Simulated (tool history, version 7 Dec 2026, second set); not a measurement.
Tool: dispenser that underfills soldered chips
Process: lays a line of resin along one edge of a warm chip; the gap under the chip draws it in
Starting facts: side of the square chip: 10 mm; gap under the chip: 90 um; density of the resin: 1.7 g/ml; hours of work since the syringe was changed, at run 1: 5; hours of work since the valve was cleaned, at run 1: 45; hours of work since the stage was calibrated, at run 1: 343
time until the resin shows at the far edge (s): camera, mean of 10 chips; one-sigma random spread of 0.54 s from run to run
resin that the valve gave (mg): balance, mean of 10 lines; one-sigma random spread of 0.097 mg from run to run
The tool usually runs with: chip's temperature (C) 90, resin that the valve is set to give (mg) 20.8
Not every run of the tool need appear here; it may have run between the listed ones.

run,hour,chip's temperature (C),resin that the valve is set to give (mg),hours of work since the syringe was changed,hours of work since the valve was cleaned,hours of work since the stage was calibrated,time until the resin shows at the far edge (s),resin that the valve gave (mg)
1,0.0,90,20.8,5,45,343,53.1,19.79
# hour 4.8: new syringe of resin
2,8.8,90,19.5,3,51,350,49.1,18.61
# hour 16.0: new syringe of resin
3,18.6,82,20.8,2,58,357,61.9,19.60
# hour 25.2: dispensing valve cleaned and set on the balance
# hour 27.8: new syringe of resin
4,30.5,82,20.8,2,4,365,59.1,20.55
# hour 39.1: new syringe of resin
5,41.0,99,20.8,1,12,373,32.2,20.63
# hour 50.2: new syringe of resin
6,51.7,99,20.8,1,19,381,31.9,20.20
# hour 60.7: new syringe of resin
7,62.4,99,20.8,1,27,389,31.9,20.44
# hour 71.2: new syringe of resin
8,71.2,90,20.8,0,34,395,40.4,20.30
# hour 77.7: stage's temperature calibrated
# hour 83.4: new syringe of resin
9,85.4,90,20.8,2,44,6,48.5,19.94
10,92.5,90,20.8,7,49,11,66.3,19.90
# hour 94.1: new syringe of resin
11,99.8,90,20.8,4,54,16,56.1,19.68
# hour 105.0: new syringe of resin
12,108.6,90,20.8,3,61,23,52.8,19.70
# hour 112.0: dispensing valve cleaned and set on the balance
# hour 116.8: new syringe of resin
13,117.7,90,20.8,1,4,29,46.4,20.82
14,126.5,78,20.8,7,11,35,102.4,20.53
# hour 127.5: new syringe of resin
15,134.3,104,20.8,5,16,41,36.0,20.34
# hour 138.3: new syringe of resin
16,143.5,104,20.8,4,23,48,34.6,20.32
# hour 148.7: new syringe of resin
17,155.0,104,20.8,5,32,56,36.7,20.14
# hour 159.4: new syringe of resin
18,165.1,105,26.3,4,39,64,32.7,25.37
# hour 170.1: new syringe of resin
19,174.0,105,26.3,3,46,70,30.9,25.30
# hour 180.9: new syringe of resin
20,184.2,84,24.0,3,53,78,61.8,22.85
# hour 191.8: new syringe of resin
21,193.3,78,20.8,1,60,85,73.6,19.65
# hour 197.9: dispensing valve cleaned and set on the balance
# hour 203.2: new syringe of resin
22,203.9,94,23.9,1,4,92,37.6,23.81
23,210.8,92,23.3,6,10,97,54.3,23.23
# hour 214.6: new syringe of resin
24,218.8,92,25.9,3,15,103,46.9,25.63
# hour 225.5: new syringe of resin
25,230.6,86,18.3,4,24,111,65.6,18.05
# hour 236.5: new syringe of resin
26,243.3,81,21.9,5,34,121,80.1,21.44
# hour 247.4: new syringe of resin
27,253.3,81,21.9,4,41,128,74.6,21.01
# hour 258.1: new syringe of resin
28,264.1,81,21.9,5,49,136,76.0,20.94
# hour 269.0: new syringe of resin
29,270.9,79,24.5,1,54,141,67.6,23.34
# hour 279.5: new syringe of resin
# hour 283.8: dispensing valve cleaned and set on the balance
30,283.8,90,20.8,3,0,150,47.8,20.75
# hour 291.0: new syringe of resin
31,294.0,101,23.3,2,8,158,32.6,23.19

Below are 4 alternative next runs, each starting from the tool's condition after run 31. Predict each:
# hour 301.5: new syringe of resin
A,306.6,80,21.3,4,17,167,?,?
# hour 301.5: new syringe of resin
B,306.6,79,17.7,4,17,167,?,?
# hour 301.5: new syringe of resin
C,306.6,83,22.3,4,17,167,?,?
# hour 301.5: new syringe of resin
D,306.6,98,23.3,4,17,167,?,?

run,time until the resin shows at the far edge (s),resin that the valve gave (mg)
A,74.3,20.98
B,80.5,17.45
C,65.9,21.94
D,40.3,23.06
The same runs, with their run-to-run variation unchanged, on a tool lacking any hidden condition would have given:
run,time until the resin shows at the far edge (s),resin that the valve gave (mg)
A,62.6,21.27
B,67.5,17.70
C,55.5,22.25
D,33.8,23.39
